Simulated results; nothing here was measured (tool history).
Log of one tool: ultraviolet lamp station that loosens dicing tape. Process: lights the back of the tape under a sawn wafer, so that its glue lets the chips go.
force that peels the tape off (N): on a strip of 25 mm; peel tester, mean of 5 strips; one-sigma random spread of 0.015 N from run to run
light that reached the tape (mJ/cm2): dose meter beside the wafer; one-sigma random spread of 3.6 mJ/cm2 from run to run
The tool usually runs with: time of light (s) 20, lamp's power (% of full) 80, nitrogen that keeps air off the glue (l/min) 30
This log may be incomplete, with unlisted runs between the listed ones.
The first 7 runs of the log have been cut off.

run	hour	time of light (s)	lamp's power (% of full)	nitrogen that keeps air off the glue (l/min)	hours of work of the lamp	hours of work since the window was cleaned	force that peels the tape off (N)	light that reached the tape (mJ/cm2)
8	394.2	20	80	25	1159	378	1.636	341
# hour 411: window cleaned of glue's vapour
9	482.6	25	80	25	1208	40	1.34	398
# hour 508: lamp changed
10	538.9	20	80	30	17	71	0.998	486
# hour 561: window cleaned of glue's vapour, once more
11	626.3	20	80	30	66	37	0.746	574
12	676	20	80	30	94	65	0.802	562
13	728.9	20	80	30	124	94	0.781	555
14	811.2	20	80	30	170	141	0.846	536
15	881.8	20	80	30	210	180	0.87	522
16	957.8	20	80	30	253	223	0.893	515
17	1040	20	80	30	299	269	0.924	498
18	1121.2	20	80	30	344	315	0.986	481
19	1176.4	20	80	30	375	346	0.984	474
# hour 1251.7: window cleaned of glue's vapour
20	1260	20	80	30	422	5	0.882	518
21	1331.8	20	80	30	462	45	0.884	505
22	1402.3	20	70	30	502	85	1.122	432
23	1478.8	34	77	30	545	128	0.468	782
24	1525.9	20	90	28	572	154	0.921	524
25	1586.5	15	80	32	606	188	1.393	343
26	1662.6	12	92	41	648	231	1.451	305
27	1714.3	12	92	41	678	260	1.494	301

Run 28, settings as shown, results not yet in. Your forecast:
28	1758.6	12	92	41	702	285	?	?

{"run 28": {"force that peels the tape off (N)": 1.491, "light that reached the tape (mJ/cm2)": 297}}
Minus the tool's unlogged condition, the same run would have read force that peels the tape off (N) 0.999, light that reached the tape (mJ/cm2) 415.

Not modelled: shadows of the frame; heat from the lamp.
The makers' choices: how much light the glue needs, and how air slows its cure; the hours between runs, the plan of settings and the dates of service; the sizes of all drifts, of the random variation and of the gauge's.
